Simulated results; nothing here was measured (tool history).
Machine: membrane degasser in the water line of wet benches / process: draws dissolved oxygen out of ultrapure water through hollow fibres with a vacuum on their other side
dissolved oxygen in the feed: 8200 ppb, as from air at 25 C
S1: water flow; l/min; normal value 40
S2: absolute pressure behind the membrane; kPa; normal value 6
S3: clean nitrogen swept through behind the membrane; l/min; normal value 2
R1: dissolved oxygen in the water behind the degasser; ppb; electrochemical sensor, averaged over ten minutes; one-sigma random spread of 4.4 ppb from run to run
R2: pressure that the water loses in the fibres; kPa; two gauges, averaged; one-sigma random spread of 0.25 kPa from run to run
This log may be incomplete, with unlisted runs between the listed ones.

run 1 day=0 | S1=40 S2=6 S3=2 | R1=484.8 R2=69.13
run 2 day=11.658 | S1=40 S2=6 S3=2 | R1=491.7 R2=69.29
-- day=18.35 vacuum gauge calibrated
run 3 day=20.054 | S1=40 S2=6 S3=2 | R1=489.6 R2=69.09
run 4 day=27.617 | S1=40 S2=6 S3=2 | R1=487.2 R2=68.92
-- day=34.871 vacuum gauge calibrated, once more
run 5 day=37.117 | S1=37 S2=6 S3=2 | R1=414.4 R2=64.59
run 6 day=43.288 | S1=37 S2=6 S3=2 | R1=417.3 R2=64.42
run 7 day=49.346 | S1=30 S2=13.23 S3=1.57 | R1=603.4 R2=52.18
run 8 day=57.104 | S1=30 S2=13.23 S3=1.57 | R1=612.7 R2=51.58
run 9 day=66.638 | S1=40 S2=12.67 S3=1.75 | R1=779.4 R2=69.34
run 10 day=71.671 | S1=40 S2=4.24 S3=2 | R1=403.4 R2=69.29
run 11 day=79.429 | S1=51 S2=6 S3=2 | R1=662.8 R2=88.3

Branching from run 11: 5 alternative next runs. What would each branch give?
run A day=87.108 | S1=40 S2=10.33 S3=2 | R1=? R2=?
run B day=87.108 | S1=55 S2=6 S3=5.88 | R1=? R2=?
run C day=87.108 | S1=57 S2=6 S3=0.93 | R1=? R2=?
run D day=87.108 | S1=62 S2=9.82 S3=2.81 | R1=? R2=?
run E day=87.108 | S1=27 S2=6.57 S3=1.91 | R1=? R2=?

run=A R1=655.3 R2=69.35
run=B R1=647.3 R2=95.62
run=C R1=893.1 R2=99.15
run=D R1=963.8 R2=107.73
run=E R1=285 R2=46.83
Stripped of hidden state, with their random variation kept, the same runs would have yielded:
run=A R1=615.6 R2=67.21
run=B R1=597.7 R2=92.68
run=C R1=837.4 R2=96.1
run=D R1=908.6 R2=104.41
run=E R1=259.6 R2=45.38

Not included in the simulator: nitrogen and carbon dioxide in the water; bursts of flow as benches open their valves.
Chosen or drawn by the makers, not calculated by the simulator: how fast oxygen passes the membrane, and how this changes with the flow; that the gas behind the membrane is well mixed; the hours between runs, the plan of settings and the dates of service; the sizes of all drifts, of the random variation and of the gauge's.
